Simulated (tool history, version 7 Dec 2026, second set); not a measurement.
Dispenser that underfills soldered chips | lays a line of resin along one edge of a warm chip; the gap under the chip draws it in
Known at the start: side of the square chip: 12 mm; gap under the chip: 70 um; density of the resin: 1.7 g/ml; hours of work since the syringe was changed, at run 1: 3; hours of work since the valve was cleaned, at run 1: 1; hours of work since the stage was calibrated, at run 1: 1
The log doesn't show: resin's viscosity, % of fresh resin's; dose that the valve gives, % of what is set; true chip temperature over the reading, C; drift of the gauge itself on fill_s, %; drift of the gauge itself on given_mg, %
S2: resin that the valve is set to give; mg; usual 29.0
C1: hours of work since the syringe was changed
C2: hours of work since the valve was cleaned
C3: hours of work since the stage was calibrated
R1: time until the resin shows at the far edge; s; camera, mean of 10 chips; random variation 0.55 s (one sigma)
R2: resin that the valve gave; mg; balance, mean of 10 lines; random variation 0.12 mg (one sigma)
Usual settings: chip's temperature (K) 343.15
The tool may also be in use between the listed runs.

Run 1, hour 0.0: usual settings; C1 3; C2 1; C3 1. Result: R1 58.0 s, R2 28.98 mg.
At hour 8.7: new syringe of resin.
Run 2, hour 16.9: usual settings; C1 6; C2 14; C3 14. Result: R1 78.7 s, R2 28.83 mg.
At hour 21.6: new syringe of resin.
Run 3, hour 30.0: usual settings but chip's temperature (K) 331.15; C1 7; C2 24; C3 24. Result: R1 134.2 s, R2 28.40 mg.
At hour 34.3: new syringe of resin.
Run 4, hour 45.5: usual settings but chip's temperature (K) 331.15; C1 9; C2 36; C3 36. Result: R1 168.8 s, R2 28.28 mg.
At hour 46.6: new syringe of resin.
At hour 59.0: new syringe of resin.
Run 5, hour 60.3: usual settings but chip's temperature (K) 331.15; C1 1; C2 48; C3 48. Result: R1 85.6 s, R2 28.17 mg.
At hour 64.3: dispensing valve cleaned and set on the balance.
At hour 72.4: new syringe of resin.
Run 6, hour 76.7: usual settings but chip's temperature (K) 331.15; C1 3; C2 10; C3 60. Result: R1 104.2 s, R2 28.72 mg.
At hour 85.3: new syringe of resin.
Run 7, hour 92.0: usual settings but chip's temperature (K) 331.15; C1 5; C2 21; C3 71. Result: R1 124.4 s, R2 28.85 mg.
At hour 97.8: new syringe of resin.
Run 8, hour 100.6: usual settings but chip's temperature (K) 350.15; C1 2; C2 28; C3 78. Result: R1 41.9 s, R2 28.81 mg.
Run 9, hour 109.2: usual settings but chip's temperature (K) 350.15; C1 9; C2 35; C3 85. Result: R1 74.3 s, R2 28.57 mg.
At hour 110.4: new syringe of resin.
At hour 122.8: new syringe of resin.
Run 10, hour 122.8: usual settings; C1 0; C2 45; C3 95. Result: R1 46.1 s, R2 28.42 mg.
At hour 129.7: dispensing valve cleaned and set on the balance.
At hour 135.8: new syringe of resin.
Run 11, hour 141.0: usual settings; C1 4; C2 9; C3 108. Result: R1 67.3 s, R2 28.63 mg.
At hour 148.6: new syringe of resin.
Run 12, hour 148.8: usual settings; C1 0; C2 15; C3 114. Result: R1 46.1 s, R2 28.67 mg.
At hour 160.6: new syringe of resin.
Run 13, hour 161.2: usual settings; C1 0; C2 24; C3 124. Result: R1 49.4 s, R2 28.63 mg.
Run 14, hour 168.4: usual settings; C1 6; C2 30; C3 130. Result: R1 80.2 s, R2 28.38 mg.
At hour 173.9: new syringe of resin.
Run 15, hour 177.7: usual settings but S2 30.0 mg; C1 3; C2 37; C3 137. Result: R1 60.2 s, R2 29.35 mg.
At hour 187.3: new syringe of resin.
Run 16, hour 192.5: usual settings; C1 4; C2 48; C3 148. Result: R1 66.2 s, R2 28.20 mg.
At hour 195.1: dispensing valve cleaned and set on the balance.
At hour 200.3: new syringe of resin.
Run 17, hour 209.3: usual settings; C1 7; C2 11; C3 160. Result: R1 89.0 s, R2 28.82 mg.
At hour 212.3: new syringe of resin.
Run 18, hour 216.4: usual settings; C1 3; C2 16; C3 166. Result: R1 62.3 s, R2 28.93 mg.
At hour 224.7: new syringe of resin.
Run 19, hour 230.7: usual settings but chip's temperature (K) 345.15, S2 32.7 mg; C1 5; C2 27; C3 177. Result: R1 64.0 s, R2 32.17 mg.
At hour 237.6: new syringe of resin.
Run 20, hour 237.8: usual settings but chip's temperature (K) 345.15, S2 32.7 mg; C1 0; C2 33; C3 182. Result: R1 44.6 s, R2 32.14 mg.
At hour 251.0: new syringe of resin.
Run 21, hour 252.1: usual settings but chip's temperature (K) 345.15, S2 32.7 mg; C1 1; C2 44; C3 193. Result: R1 46.6 s, R2 32.09 mg.
At hour 259.6: dispensing valve cleaned and set on the balance.
At hour 264.1: new syringe of resin.
Run 22, hour 265.6: usual settings but chip's temperature (K) 345.15, S2 32.7 mg; C1 1; C2 5; C3 203. Result: R1 47.5 s, R2 32.83 mg.
At hour 277.5: new syringe of resin.
Run 23, hour 280.2: usual settings but S2 34.1 mg; C1 2; C2 16; C3 214. Result: R1 57.5 s, R2 34.00 mg.
Run 24, hour 287.5: usual settings but chip's temperature (K) 332.15, S2 37.0 mg; C1 8; C2 22; C3 220. Result: R1 154.4 s, R2 36.95 mg.
At hour 290.1: new syringe of resin.
Run 25, hour 301.0: usual settings but chip's temperature (K) 350.15, S2 34.5 mg; C1 9; C2 32; C3 230. Result: R1 74.8 s, R2 34.11 mg.
At hour 303.1: new syringe of resin.
At hour 315.3: new syringe of resin.
Run 26, hour 318.4: usual settings but chip's temperature (K) 341.15; C1 2; C2 45; C3 244. Result: R1 64.6 s, R2 28.25 mg.
At hour 324.9: dispensing valve cleaned and set on the balance.
At hour 328.7: new syringe of resin.
Run 27, hour 330.3: usual settings but chip's temperature (K) 341.15; C1 1; C2 4; C3 252. Result: R1 60.0 s, R2 28.80 mg.
At hour 341.9: new syringe of resin.
Run 28, hour 346.3: usual settings but S2 31.0 mg; C1 3; C2 16; C3 264. Result: R1 65.1 s, R2 30.88 mg.
At hour 354.4: new syringe of resin.
Run 29, hour 356.0: usual settings but S2 31.0 mg; C1 1; C2 24; C3 272. Result: R1 54.9 s, R2 30.77 mg.
At hour 366.5: new syringe of resin.
Run 30, hour 370.8: usual settings but S2 31.0 mg; C1 3; C2 35; C3 283. Result: R1 65.7 s, R2 30.78 mg.
At hour 378.5: new syringe of resin.
Run 31, hour 380.6: usual settings but chip's temperature (K) 333.15, S2 26.5 mg; C1 2; C2 43; C3 291. Result: R1 90.5 s, R2 25.91 mg.

3 ways to go on from here, each from the tool as it stands after run 31. What would each give?
Run A, hour 387.5: usual settings but chip's temperature (K) 329.15, S2 26.5 mg; C1 7; C2 48; C3 296. Result: R1 ?, R2 ?.
Run B, hour 387.5: usual settings but chip's temperature (K) 353.15, S2 36.6 mg; C1 7; C2 48; C3 296. Result: R1 ?, R2 ?.
Run C, hour 387.5: usual settings but chip's temperature (K) 329.15, S2 33.1 mg; C1 7; C2 48; C3 296. Result: R1 ?, R2 ?.

run     R1     R2
  A  170.7  25.91
  B   56.9  35.54
  C  170.1  31.89
Without the tool's hidden state the same runs would have given:
run    R1     R2
  A  85.9  26.58
  B  28.8  36.47
  C  85.6  32.72
